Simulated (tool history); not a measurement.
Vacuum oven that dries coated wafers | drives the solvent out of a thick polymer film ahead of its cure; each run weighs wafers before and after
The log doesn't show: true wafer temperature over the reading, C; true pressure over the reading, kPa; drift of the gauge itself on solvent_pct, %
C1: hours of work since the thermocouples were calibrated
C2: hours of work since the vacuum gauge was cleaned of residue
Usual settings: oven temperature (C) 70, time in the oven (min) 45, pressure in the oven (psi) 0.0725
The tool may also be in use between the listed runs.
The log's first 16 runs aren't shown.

run 17 day=14.429 | oven_temperature_(C)=83 time_in_the_oven_(min)=45 pressure_in_the_oven_(psi)=0.0725 | C1=673 C2=507 | solvent_left_in_the_film_(%)=0.62
run 18 day=15.612 | oven_temperature_(C)=83 time_in_the_oven_(min)=45 pressure_in_the_oven_(psi)=0.0725 | C1=688 C2=522 | solvent_left_in_the_film_(%)=0.61
run 19 day=16.292 | oven_temperature_(C)=70 time_in_the_oven_(min)=45 pressure_in_the_oven_(psi)=0.0725 | C1=696 C2=530 | solvent_left_in_the_film_(%)=3.40
run 20 day=17.425 | oven_temperature_(C)=70 time_in_the_oven_(min)=43 pressure_in_the_oven_(psi)=0.0461 | C1=711 C2=544 | solvent_left_in_the_film_(%)=3.44
run 21 day=18.138 | oven_temperature_(C)=70 time_in_the_oven_(min)=39 pressure_in_the_oven_(psi)=0.0415 | C1=720 C2=553 | solvent_left_in_the_film_(%)=4.12
run 22 day=19.304 | oven_temperature_(C)=70 time_in_the_oven_(min)=39 pressure_in_the_oven_(psi)=0.0415 | C1=734 C2=568 | solvent_left_in_the_film_(%)=4.08
run 23 day=20.162 | oven_temperature_(C)=70 time_in_the_oven_(min)=39 pressure_in_the_oven_(psi)=0.0415 | C1=745 C2=579 | solvent_left_in_the_film_(%)=3.96
run 24 day=20.842 | oven_temperature_(C)=66 time_in_the_oven_(min)=33 pressure_in_the_oven_(psi)=0.1036 | C1=753 C2=587 | solvent_left_in_the_film_(%)=7.19
run 25 day=21.583 | oven_temperature_(C)=70 time_in_the_oven_(min)=36 pressure_in_the_oven_(psi)=0.2532 | C1=763 C2=597 | solvent_left_in_the_film_(%)=5.83
run 26 day=22.533 | oven_temperature_(C)=63 time_in_the_oven_(min)=46 pressure_in_the_oven_(psi)=0.2318 | C1=775 C2=609 | solvent_left_in_the_film_(%)=6.96
run 27 day=23.308 | oven_temperature_(C)=70 time_in_the_oven_(min)=26 pressure_in_the_oven_(psi)=0.0405 | C1=784 C2=618 | solvent_left_in_the_film_(%)=6.88
run 28 day=24.462 | oven_temperature_(C)=72 time_in_the_oven_(min)=27 pressure_in_the_oven_(psi)=0.0405 | C1=799 C2=633 | solvent_left_in_the_film_(%)=5.70
run 29 day=25.558 | oven_temperature_(C)=72 time_in_the_oven_(min)=27 pressure_in_the_oven_(psi)=0.0405 | C1=813 C2=647 | solvent_left_in_the_film_(%)=5.58
run 30 day=26.212 | oven_temperature_(C)=72 time_in_the_oven_(min)=27 pressure_in_the_oven_(psi)=0.0405 | C1=821 C2=655 | solvent_left_in_the_film_(%)=5.80
run 31 day=26.954 | oven_temperature_(C)=72 time_in_the_oven_(min)=27 pressure_in_the_oven_(psi)=0.0405 | C1=830 C2=664 | solvent_left_in_the_film_(%)=5.79
run 32 day=28.079 | oven_temperature_(C)=72 time_in_the_oven_(min)=50 pressure_in_the_oven_(psi)=0.0448 | C1=844 C2=678 | solvent_left_in_the_film_(%)=2.13
run 33 day=28.908 | oven_temperature_(C)=72 time_in_the_oven_(min)=50 pressure_in_the_oven_(psi)=0.0448 | C1=855 C2=689 | solvent_left_in_the_film_(%)=2.20
run 34 day=29.858 | oven_temperature_(C)=72 time_in_the_oven_(min)=50 pressure_in_the_oven_(psi)=0.0448 | C1=867 C2=700 | solvent_left_in_the_film_(%)=2.13
run 35 day=30.371 | oven_temperature_(C)=72 time_in_the_oven_(min)=50 pressure_in_the_oven_(psi)=0.0448 | C1=873 C2=707 | solvent_left_in_the_film_(%)=2.08
run 36 day=31.029 | oven_temperature_(C)=58 time_in_the_oven_(min)=76 pressure_in_the_oven_(psi)=0.0448 | C1=881 C2=715 | solvent_left_in_the_film_(%)=4.50
run 37 day=31.742 | oven_temperature_(C)=69 time_in_the_oven_(min)=45 pressure_in_the_oven_(psi)=0.0725 | C1=890 C2=724 | solvent_left_in_the_film_(%)=3.68

4 ways to go on from here, each from the tool as it stands after run 37. What would each give?
run A day=32.679 | oven_temperature_(C)=84 time_in_the_oven_(min)=45 pressure_in_the_oven_(psi)=0.2573 | C1=902 C2=736 | solvent_left_in_the_film_(%)=?
run B day=32.679 | oven_temperature_(C)=69 time_in_the_oven_(min)=26 pressure_in_the_oven_(psi)=0.1685 | C1=902 C2=736 | solvent_left_in_the_film_(%)=?
run C day=32.679 | oven_temperature_(C)=69 time_in_the_oven_(min)=52 pressure_in_the_oven_(psi)=0.1102 | C1=902 C2=736 | solvent_left_in_the_film_(%)=?
run D day=32.679 | oven_temperature_(C)=79 time_in_the_oven_(min)=45 pressure_in_the_oven_(psi)=0.0725 | C1=902 C2=736 | solvent_left_in_the_film_(%)=?

run=A solvent_left_in_the_film_(%)=1.24
run=B solvent_left_in_the_film_(%)=7.87
run=C solvent_left_in_the_film_(%)=3.16
run=D solvent_left_in_the_film_(%)=1.14
Without the tool's hidden state the same runs would have given:
run=A solvent_left_in_the_film_(%)=1.24
run=B solvent_left_in_the_film_(%)=7.85
run=C solvent_left_in_the_film_(%)=3.15
run=D solvent_left_in_the_film_(%)=1.14
